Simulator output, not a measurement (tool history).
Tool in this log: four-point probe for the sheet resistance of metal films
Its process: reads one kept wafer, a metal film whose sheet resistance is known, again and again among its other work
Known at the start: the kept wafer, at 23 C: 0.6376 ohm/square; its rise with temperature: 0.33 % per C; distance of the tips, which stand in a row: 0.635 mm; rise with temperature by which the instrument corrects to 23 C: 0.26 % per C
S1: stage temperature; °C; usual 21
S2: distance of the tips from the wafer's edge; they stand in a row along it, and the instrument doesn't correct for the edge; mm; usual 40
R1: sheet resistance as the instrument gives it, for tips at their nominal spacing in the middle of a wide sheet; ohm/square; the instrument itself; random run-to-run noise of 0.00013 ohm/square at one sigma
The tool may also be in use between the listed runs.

run,day,S1,S2,R1
1,0,21,40,0.641926
2,4.783,21,40,0.641861
3,10.062,29,40,0.645913
4,14.604,29,40,0.64586
5,19.146,29,40,0.646117
6,23.942,34,40,0.648355
7,27.671,34,40,0.648402
8,30.042,34,40,0.648565
9,33.254,34,40,0.648593
# day 33.683: stage's thermometer calibrated
10,36.138,34,40,0.648761
11,41.608,34,40,0.64897
12,45.4,21,40,0.643063
13,49.433,22,40,0.643465
14,53.596,22,40,0.643988
15,57.25,22,40,0.644039
16,60.017,22,40,0.643984
# day 61.875: stage's thermometer calibrated, once more
17,63.5,22,40,0.643152
18,66.988,22,40,0.642988
19,70.117,31,44,0.647444
20,75.55,23,30,0.64386
21,80.133,22,7,0.646404
22,83.304,22,7,0.64626
23,87.55,21,3,0.658247
24,91.183,21,3,0.658169
25,94.942,34,6,0.653087
26,98.779,34,6,0.653141
27,102.962,21,3,0.658473
28,106.038,21,11,0.644661
29,109.3,29,52,0.647411
30,113.679,29,52,0.647322
31,116.217,29,52,0.647524
32,120.175,23,29,0.644851
33,125.192,30,25,0.648576
34,129.917,24,39,0.645562
35,132.362,28,22,0.647522

Branching from run 35: 5 alternative next runs. What would each branch give?
A,136.817,21,21,?
B,136.817,28,4,?
C,136.817,21,13,?
D,136.817,19,35,?
E,136.817,19,5,?

run,R1
A,0.644547
B,0.656247
C,0.645253
D,0.64331
E,0.648929
With the hidden condition removed and each run's random variation left untouched, the same runs would have given:
run,R1
A,0.636978
B,0.648553
C,0.637676
D,0.635753
E,0.641311

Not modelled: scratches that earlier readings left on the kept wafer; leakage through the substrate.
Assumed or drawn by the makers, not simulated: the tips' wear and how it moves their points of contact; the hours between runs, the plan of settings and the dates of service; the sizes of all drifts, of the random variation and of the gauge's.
